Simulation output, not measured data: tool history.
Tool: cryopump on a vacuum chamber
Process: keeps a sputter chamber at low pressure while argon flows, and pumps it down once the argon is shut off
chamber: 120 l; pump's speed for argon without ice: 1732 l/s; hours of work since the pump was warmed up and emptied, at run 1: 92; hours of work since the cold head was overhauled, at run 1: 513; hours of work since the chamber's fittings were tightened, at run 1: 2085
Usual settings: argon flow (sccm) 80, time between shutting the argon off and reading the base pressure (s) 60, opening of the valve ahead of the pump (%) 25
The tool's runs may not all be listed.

run	hour	argon flow (sccm)	time between shutting the argon off and reading the base pressure (s)	opening of the valve ahead of the pump (%)	hours of work since the pump was warmed up and emptied	hours of work since the cold head was overhauled	hours of work since the chamber's fittings were tightened	pressure while argon flows (Pa)	pressure after the wait (uPa)
1	0.0	80	60	25	92	513	2085	0.3168	2.34
2	22.3	80	60	25	108	529	2102	0.3160	2.44
3	38.7	80	60	25	120	541	2113	0.3173	2.49
4	60.3	80	60	25	136	557	2129	0.3175	2.45
5	77.5	80	60	25	148	569	2141	0.3184	2.48
6	95.3	80	60	25	161	582	2154	0.3192	2.45
7	115.2	80	60	25	175	596	2169	0.3170	2.52
8	126.2	80	60	25	183	604	2176	0.3189	2.48
9	138.9	34	60	25	192	613	2186	0.1363	2.58
10	160.1	34	60	25	207	629	2201	0.1360	2.63
11	175.0	80	60	25	218	639	2212	0.3207	2.63
12	188.8	80	60	25	228	649	2222	0.3202	2.68
13	210.1	80	60	25	244	665	2237	0.3215	2.63
14	226.5	80	60	39	255	676	2249	0.2098	2.71
15	245.5	80	135	25	269	690	2262	0.3219	2.33
16	257.2	80	60	25	277	699	2271	0.3240	2.68
17	273.4	80	60	24	289	710	2283	0.3345	2.64
18	289.1	80	60	24	301	722	2294	0.3365	2.64
19	299.1	41	81	25	308	729	2301	0.1667	2.60
20	309.0	41	49	21	315	736	2308	0.1978	2.83
21	326.9	41	44	21	328	749	2321	0.1982	3.03
22	338.2	65	267	25	336	757	2329	0.2645	2.33
23	359.5	64	209	18	351	772	2345	0.3587	2.34
24	382.3	64	209	18	368	789	2361	0.3588	2.47
25	402.6	48	67	25	382	803	2376	0.1970	2.76
26	417.1	48	67	25	393	814	2386	0.1969	2.80
27	429.7	95	67	25	402	823	2395	0.3885	2.87
# hour 439.8: pump warmed up, emptied and cooled again
28	456.7	122	100	15	12	839	2411	0.7960	2.30
29	471.0	122	100	15	22	849	2421	0.7973	2.31
30	488.2	33	60	25	35	862	2434	0.1295	2.63
31	512.5	53	78	25	52	879	2451	0.2090	2.54
32	532.1	53	78	25	67	893	2466	0.2091	2.53
33	543.9	54	49	24	75	902	2474	0.2217	2.82
34	555.1	54	49	24	83	910	2482	0.2225	2.92

Measured less the same run without the tool's hidden state. The same run-to-run variation is in both; the gauge's scatter may not be:
The hidden state here: pump's speed, % of a pump's without ice; cold plate's temperature, K; leak into the chamber, uPa l/s; drift of the gauge itself on working_pa, %; drift of the gauge itself on base_upa, %.
run	pressure while argon flows (Pa)	pressure after the wait (uPa)
1	+0.0041	+1.59
2	+0.0046	+1.64
3	+0.0050	+1.68
4	+0.0055	+1.64
5	+0.0060	+1.68
6	+0.0065	+1.67
7	+0.0070	+1.72
8	+0.0073	+1.72
9	+0.0032	+1.77
10	+0.0034	+1.81
11	+0.0086	+1.81
12	+0.0089	+1.84
13	+0.0096	+1.84
14	+0.0100	+1.88
15	+0.0105	+1.89
16	+0.0110	+1.89
17	+0.0114	+1.86
18	+0.0118	+1.88
19	+0.0062	+1.95
20	+0.0064	+1.93
21	+0.0067	+2.00
22	+0.0108	+2.01
23	+0.0112	+2.01
24	+0.0117	+2.08
25	+0.0093	+2.07
26	+0.0094	+2.10
27	+0.0192	+2.15
28	+0.0025	+1.78
29	+0.0030	+1.76
30	+0.0010	+1.83
31	+0.0020	+1.86
32	+0.0024	+1.87
33	+0.0025	+1.87
34	+0.0027	+1.94

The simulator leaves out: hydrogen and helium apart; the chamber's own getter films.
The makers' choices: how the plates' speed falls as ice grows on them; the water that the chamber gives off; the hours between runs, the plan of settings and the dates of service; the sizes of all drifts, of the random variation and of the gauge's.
